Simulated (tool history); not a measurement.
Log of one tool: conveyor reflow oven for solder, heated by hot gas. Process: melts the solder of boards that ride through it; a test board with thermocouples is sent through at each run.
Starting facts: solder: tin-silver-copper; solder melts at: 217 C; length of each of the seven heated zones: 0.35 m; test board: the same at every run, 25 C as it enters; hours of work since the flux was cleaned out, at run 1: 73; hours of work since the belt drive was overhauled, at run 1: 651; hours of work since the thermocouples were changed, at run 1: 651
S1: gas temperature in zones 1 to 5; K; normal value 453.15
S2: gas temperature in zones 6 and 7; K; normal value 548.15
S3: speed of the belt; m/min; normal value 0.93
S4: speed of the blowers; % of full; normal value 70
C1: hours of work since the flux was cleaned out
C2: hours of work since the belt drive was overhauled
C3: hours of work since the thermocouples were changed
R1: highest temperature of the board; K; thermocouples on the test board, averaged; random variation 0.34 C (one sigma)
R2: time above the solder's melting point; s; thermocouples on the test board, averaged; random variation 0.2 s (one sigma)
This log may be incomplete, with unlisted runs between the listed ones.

run 1 hour=0 | S1=453.15 S2=548.15 S3=0.93 S4=70 | C1=73 C2=651 C3=651 | R1=532.85 R2=38
run 2 hour=43.5 | S1=453.15 S2=548.15 S3=1.036 S4=70 | C1=104 C2=682 C3=682 | R1=528.45 R2=32.4
run 3 hour=99.6 | S1=453.15 S2=548.15 S3=0.93 S4=70 | C1=144 C2=722 C3=722 | R1=532.75 R2=38
run 4 hour=141.1 | S1=453.15 S2=548.15 S3=0.93 S4=70 | C1=174 C2=752 C3=752 | R1=531.15 R2=38.3
run 5 hour=190.2 | S1=453.15 S2=557.15 S3=0.93 S4=70 | C1=209 C2=788 C3=788 | R1=540.65 R2=40.8
run 6 hour=220.1 | S1=453.15 S2=557.15 S3=0.93 S4=70 | C1=231 C2=809 C3=809 | R1=539.55 R2=40.8
-- hour=269.5 flux residue cleaned out of gas plates and filters
run 7 hour=280.2 | S1=453.15 S2=557.15 S3=0.93 S4=70 | C1=8 C2=849 C3=849 | R1=541.35 R2=40.8
run 8 hour=334.2 | S1=453.15 S2=557.15 S3=0.93 S4=70 | C1=46 C2=888 C3=888 | R1=541.45 R2=40.9
run 9 hour=376.5 | S1=453.15 S2=557.15 S3=0.93 S4=70 | C1=77 C2=918 C3=918 | R1=541.75 R2=41.3
run 10 hour=405.6 | S1=453.15 S2=557.15 S3=0.93 S4=70 | C1=98 C2=939 C3=939 | R1=540.95 R2=41
run 11 hour=442.7 | S1=453.15 S2=548.15 S3=0.93 S4=57 | C1=124 C2=966 C3=966 | R1=528.55 R2=36
run 12 hour=488.2 | S1=453.15 S2=548.15 S3=0.93 S4=82 | C1=157 C2=998 C3=998 | R1=535.95 R2=39.6
-- hour=507.6 thermocouples of zones 6 and 7 changed
-- hour=524.2 belt drive overhauled, speed set with a stopwatch
run 13 hour=543.9 | S1=453.15 S2=548.15 S3=0.93 S4=82 | C1=193 C2=14 C3=23 | R1=534.75 R2=39.1
run 14 hour=584.3 | S1=453.15 S2=548.15 S3=0.93 S4=82 | C1=222 C2=43 C3=52 | R1=534.35 R2=39.1
run 15 hour=617 | S1=453.15 S2=548.15 S3=0.93 S4=82 | C1=245 C2=67 C3=76 | R1=534.25 R2=39.5
-- hour=646.4 flux residue cleaned out of gas plates and filters
run 16 hour=676 | S1=461.15 S2=548.15 S3=0.93 S4=70 | C1=21 C2=106 C3=115 | R1=534.05 R2=41.3
run 17 hour=723.2 | S1=461.15 S2=553.15 S3=0.877 S4=70 | C1=55 C2=139 C3=149 | R1=540.25 R2=45.9
run 18 hour=760.7 | S1=461.15 S2=552.15 S3=0.877 S4=85 | C1=82 C2=166 C3=175 | R1=542.95 R2=46.4
run 19 hour=800.6 | S1=462.15 S2=552.15 S3=0.797 S4=85 | C1=111 C2=195 C3=204 | R1=544.35 R2=52.4
run 20 hour=859.2 | S1=462.15 S2=562.15 S3=0.797 S4=81 | C1=153 C2=237 C3=246 | R1=553.05 R2=54
-- hour=884.7 belt drive overhauled, speed set with a stopwatch, once more
run 21 hour=903.6 | S1=462.15 S2=537.15 S3=0.926 S4=50 | C1=182 C2=14 C3=275 | R1=517.15 R2=32.4
run 22 hour=933.8 | S1=443.15 S2=554.15 S3=0.903 S4=59 | C1=204 C2=35 C3=297 | R1=531.35 R2=36
run 23 hour=963 | S1=458.15 S2=563.15 S3=0.942 S4=60 | C1=225 C2=56 C3=318 | R1=541.45 R2=40.6
run 24 hour=1000.6 | S1=458.15 S2=563.15 S3=0.942 S4=60 | C1=252 C2=83 C3=345 | R1=540.75 R2=41.3
-- hour=1019.1 flux residue cleaned out of gas plates and filters
run 25 hour=1041.9 | S1=466.15 S2=537.15 S3=1.068 S4=70 | C1=16 C2=109 C3=371 | R1=520.65 R2=31.1
run 26 hour=1091.6 | S1=462.15 S2=548.15 S3=0.93 S4=89 | C1=52 C2=145 C3=407 | R1=538.05 R2=42.1
run 27 hour=1137.3 | S1=460.15 S2=544.15 S3=0.968 S4=83 | C1=85 C2=178 C3=440 | R1=531.95 R2=38.3
run 28 hour=1192.1 | S1=460.15 S2=544.15 S3=0.968 S4=83 | C1=124 C2=217 C3=479 | R1=532.25 R2=37.5
run 29 hour=1242.6 | S1=441.15 S2=548.15 S3=0.93 S4=57 | C1=161 C2=254 C3=515 | R1=524.75 R2=31

Here are 3 independent what-if runs from the current tool condition. What would each one return?
run A hour=1268.7 | S1=453.15 S2=548.15 S3=0.963 S4=53 | C1=179 C2=272 C3=534 | R1=? R2=?
run B hour=1268.7 | S1=441.15 S2=548.15 S3=0.93 S4=88 | C1=179 C2=272 C3=534 | R1=? R2=?
run C hour=1268.7 | S1=446.15 S2=543.15 S3=0.818 S4=70 | C1=179 C2=272 C3=534 | R1=? R2=?

run=A R1=524.15 R2=32.2
run=B R1=535.15 R2=36.6
run=C R1=530.45 R2=41.1
With no hidden state in the tool, these same runs would have given:
run=A R1=523.15 R2=31.6
run=B R1=534.25 R2=36.2
run=C R1=529.35 R2=40.5

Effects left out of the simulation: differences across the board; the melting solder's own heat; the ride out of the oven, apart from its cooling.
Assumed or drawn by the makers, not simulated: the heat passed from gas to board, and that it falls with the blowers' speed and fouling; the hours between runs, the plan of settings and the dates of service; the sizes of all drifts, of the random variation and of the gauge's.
